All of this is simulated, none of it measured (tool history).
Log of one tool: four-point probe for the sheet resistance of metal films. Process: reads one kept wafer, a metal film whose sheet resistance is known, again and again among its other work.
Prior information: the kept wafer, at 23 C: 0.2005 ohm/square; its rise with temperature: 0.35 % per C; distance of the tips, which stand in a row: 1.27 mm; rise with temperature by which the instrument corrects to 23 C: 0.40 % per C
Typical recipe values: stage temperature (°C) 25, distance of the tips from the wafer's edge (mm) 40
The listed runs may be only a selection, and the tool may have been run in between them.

run,hour,stage temperature (°C),distance of the tips from the wafer's edge (mm),sheet resistance as the instrument gives it (ohm/square)
1,0,25,40,0.201359
2,20.3,25,40,0.201365
3,56.3,25,40,0.201381
4,96,25,8,0.203952
5,122.5,25,8,0.203964
6,152.8,25,8,0.203946
7,179,25,8,0.203937
8,200.3,25,40,0.201436
9,232.2,25,40,0.201425
10,254.3,25,5,0.208038
11,272.6,25,40,0.201338
12,305.1,25,40,0.20135
13,332.4,25,40,0.201374
14,364.9,25,40,0.201379
15,394.7,25,40,0.201448
16,420.8,25,40,0.201388
17,463.3,25,40,0.2014
18,496.9,25,40,0.201459
19,526.9,25,40,0.201472
20,568.9,25,40,0.201498
21,608.7,25,40,0.20146
22,636,18,40,0.202088
23,677.3,34,13,0.201572
24,709.6,18,57,0.202046
25,736.4,18,57,0.20205
26,762.9,32,9,0.202885
27,782.1,35,13,0.201601
28,807,35,13,0.201594
29,825,35,40,0.200627
30,867.7,24,25,0.201807
31,895.6,24,16,0.202161
32,933,20,16,0.202535
33,973.2,18,9,0.204209
34,1014.2,34,4,0.210955
35,1034.7,34,4,0.210954
# hour 1048: stage's thermometer calibrated
36,1071.2,33,15,0.202092
37,1108.5,35,4,0.211478
38,1130.7,24,21,0.202519
39,1154.9,21,21,0.20276
40,1174.9,33,67,0.201408
41,1194.3,31,11,0.202973
42,1212.5,27,24,0.202282
43,1240.6,20,5,0.209412
44,1283.4,33,44,0.201535

Here are 3 independent what-if runs from the current tool condition. What would each one return?
A,1312.2,18,3,?
B,1312.2,29,36,?
C,1312.2,30,6,?

run,sheet resistance as the instrument gives it (ohm/square)
A,0.220515
B,0.201917
C,0.206465
Without the tool's unlogged condition, the same runs would have read:
run,sheet resistance as the instrument gives it (ohm/square)
A,0.218588
B,0.200137
C,0.204648

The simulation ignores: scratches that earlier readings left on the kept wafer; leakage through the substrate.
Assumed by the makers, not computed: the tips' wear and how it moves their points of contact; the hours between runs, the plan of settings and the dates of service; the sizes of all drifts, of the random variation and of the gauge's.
